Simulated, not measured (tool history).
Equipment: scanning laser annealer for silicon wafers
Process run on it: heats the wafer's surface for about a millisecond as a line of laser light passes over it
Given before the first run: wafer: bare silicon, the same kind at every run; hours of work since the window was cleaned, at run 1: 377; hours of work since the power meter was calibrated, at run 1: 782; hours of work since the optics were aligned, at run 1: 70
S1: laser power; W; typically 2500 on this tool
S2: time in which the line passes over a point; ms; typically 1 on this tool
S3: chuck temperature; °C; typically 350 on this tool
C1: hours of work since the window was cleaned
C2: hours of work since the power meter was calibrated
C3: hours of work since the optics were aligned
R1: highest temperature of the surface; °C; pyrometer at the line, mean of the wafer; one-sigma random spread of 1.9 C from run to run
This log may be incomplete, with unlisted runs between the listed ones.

run   hour    S1  S2   S3   C1   C2   C3    R1
  1      0  2500   1  350  377  782   70  1088
  2   16.4  2500   1  350  390  795   83  1093
  3   48.2  2500   1  350  415  820  108  1087
  4   66.7  2500   1  350  430  835  123  1087
  5   93.9  2500   1  350  451  857  144  1085
  6  127.5  2500   1  350  478  883  171  1081

What does the tool deliver on the next run?
  7  156.3  2500   1  350  501  906  194   ?

{"run 7": {"R1": 1083}}
Take away the tool's hidden state, keep the run-to-run variation as it was, and the same run would have given R1 1105 °C.

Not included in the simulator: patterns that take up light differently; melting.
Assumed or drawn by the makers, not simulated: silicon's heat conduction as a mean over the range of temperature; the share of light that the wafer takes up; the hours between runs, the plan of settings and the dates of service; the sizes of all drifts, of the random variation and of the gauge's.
